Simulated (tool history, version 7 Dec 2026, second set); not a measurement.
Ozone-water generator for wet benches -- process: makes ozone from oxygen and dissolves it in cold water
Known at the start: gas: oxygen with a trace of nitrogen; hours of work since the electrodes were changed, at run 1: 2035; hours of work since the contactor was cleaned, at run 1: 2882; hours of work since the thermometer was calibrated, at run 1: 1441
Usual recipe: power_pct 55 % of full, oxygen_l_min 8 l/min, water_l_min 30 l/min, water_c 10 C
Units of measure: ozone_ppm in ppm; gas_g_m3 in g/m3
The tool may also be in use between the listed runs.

run,day,power_pct,oxygen_l_min,water_l_min,water_c,hours of work since the electrodes were changed,hours of work since the contactor was cleaned,hours of work since the thermometer was calibrated,ozone_ppm,gas_g_m3
1,0,55,8,30,10,2035,2882,1441,22.8,167.5
2,3.338,55,8,30,10,2097,2944,1503,22.8,166.7
3,7.008,55,8,30,10,2166,3012,1571,22.5,167.5
4,9.067,55,8,30,10,2204,3051,1610,22.7,168.6
5,11.604,55,8,30,10,2252,3098,1657,22.4,166.6
6,13.8,55,8,30,10,2293,3139,1698,22.5,168.4
7,17.379,55,8,30,10,2359,3206,1765,22.4,165.5
# day 17.683: water thermometer calibrated
8,20.917,55,8,30,10,2425,3272,60,22.3,169.3
9,23.567,61,8,30,6,2474,3321,110,24.7,177.6
10,27.192,85,7.41,27,10,2542,3389,177,30.2,219.2
11,29.342,85,7.41,27,10,2582,3429,218,30.2,218.3
# day 30.862: water thermometer calibrated, once more
12,31.438,55,8,30,8,2621,3468,11,23.1,166
13,33.304,55,6,30,7,2656,3502,46,21.6,187.7

For run 14, what comes out?
14,35.612,97,7.6,19,8,2699,3546,89,?,?

Run 14 measured ozone_ppm 43.1 ppm, gas_g_m3 231.8 g/m3.
Take away the tool's hidden state, keep the run-to-run variation as it was, and the same run would have given ozone_ppm 49.1 ppm, gas_g_m3 257.3 g/m3.
